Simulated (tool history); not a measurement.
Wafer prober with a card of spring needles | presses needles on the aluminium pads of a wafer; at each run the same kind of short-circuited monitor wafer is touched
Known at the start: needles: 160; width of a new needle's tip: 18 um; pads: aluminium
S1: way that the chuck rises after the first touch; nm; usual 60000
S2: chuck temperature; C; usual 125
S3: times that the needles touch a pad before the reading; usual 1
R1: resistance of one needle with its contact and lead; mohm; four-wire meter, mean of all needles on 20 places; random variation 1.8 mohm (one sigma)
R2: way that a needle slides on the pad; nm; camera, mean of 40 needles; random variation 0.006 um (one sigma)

{"run": 1, "hour": 0.0, "S1": 60000, "S2": 125, "S3": 1, "R1": 188, "R2": 8018}
{"run": 2, "hour": 19.0, "S1": 60000, "S2": 125, "S3": 1, "R1": 190, "R2": 8010}
{"run": 3, "hour": 39.1, "S1": 60000, "S2": 125, "S3": 1, "R1": 186, "R2": 8011}
{"hour": 45.9, "done": "tips cleaned on abrasive film"}
{"run": 4, "hour": 54.3, "S1": 60000, "S2": 125, "S3": 1, "R1": 190, "R2": 8009}
{"run": 5, "hour": 74.1, "S1": 40000, "S2": 125, "S3": 1, "R1": 203, "R2": 5341}
{"run": 6, "hour": 89.7, "S1": 52000, "S2": 125, "S3": 1, "R1": 194, "R2": 6946}
{"hour": 111.7, "done": "tips cleaned on abrasive film"}
{"run": 7, "hour": 111.9, "S1": 76000, "S2": 125, "S3": 1, "R1": 181, "R2": 10140}
{"run": 8, "hour": 128.2, "S1": 76000, "S2": 125, "S3": 1, "R1": 183, "R2": 10129}
{"run": 9, "hour": 150.3, "S1": 60000, "S2": 125, "S3": 1, "R1": 186, "R2": 8002}
{"run": 10, "hour": 171.4, "S1": 60000, "S2": 125, "S3": 1, "R1": 189, "R2": 7998}
{"hour": 176.4, "done": "tips cleaned on abrasive film"}
{"run": 11, "hour": 185.0, "S1": 60000, "S2": 125, "S3": 1, "R1": 188, "R2": 7994}
{"run": 12, "hour": 198.6, "S1": 60000, "S2": 125, "S3": 1, "R1": 184, "R2": 7988}
{"run": 13, "hour": 218.6, "S1": 74000, "S2": 96, "S3": 2, "R1": 177, "R2": 9864}
{"run": 14, "hour": 228.8, "S1": 52000, "S2": 47, "S3": 1, "R1": 178, "R2": 6922}
{"hour": 241.7, "done": "tips cleaned on abrasive film"}
{"run": 15, "hour": 243.7, "S1": 46000, "S2": 66, "S3": 2, "R1": 181, "R2": 6121}
{"run": 16, "hour": 254.0, "S1": 46000, "S2": 66, "S3": 2, "R1": 183, "R2": 6122}
{"run": 17, "hour": 275.3, "S1": 46000, "S2": 66, "S3": 2, "R1": 182, "R2": 6130}
{"run": 18, "hour": 287.8, "S1": 46000, "S2": 66, "S3": 2, "R1": 182, "R2": 6126}
{"run": 19, "hour": 304.1, "S1": 54000, "S2": 50, "S3": 2, "R1": 176, "R2": 7178}
{"hour": 307.1, "done": "tips cleaned on abrasive film"}
{"run": 20, "hour": 325.8, "S1": 54000, "S2": 50, "S3": 2, "R1": 176, "R2": 7180}
{"run": 21, "hour": 346.6, "S1": 67000, "S2": 125, "S3": 3, "R1": 188, "R2": 8903}
{"run": 22, "hour": 360.8, "S1": 67000, "S2": 125, "S3": 3, "R1": 184, "R2": 8911}
{"hour": 372.0, "done": "tips cleaned on abrasive film"}
{"run": 23, "hour": 373.4, "S1": 78000, "S2": 110, "S3": 1, "R1": 178, "R2": 10365}

Forecast each of these 3 alternatives for the next run:
{"run": "A", "hour": 388.6, "S1": 63000, "S2": 125, "S3": 1, "R1": "?", "R2": "?"}
{"run": "B", "hour": 388.6, "S1": 56000, "S2": 102, "S3": 1, "R1": "?", "R2": "?"}
{"run": "C", "hour": 388.6, "S1": 60000, "S2": 125, "S3": 1, "R1": "?", "R2": "?"}

run=A R1=188 R2=8350
run=B R1=186 R2=7443
run=C R1=190 R2=7962
Without the tool's hidden state the same runs would have given:
run=A R1=187 R2=8403
run=B R1=185 R2=7490
run=C R1=190 R2=8013
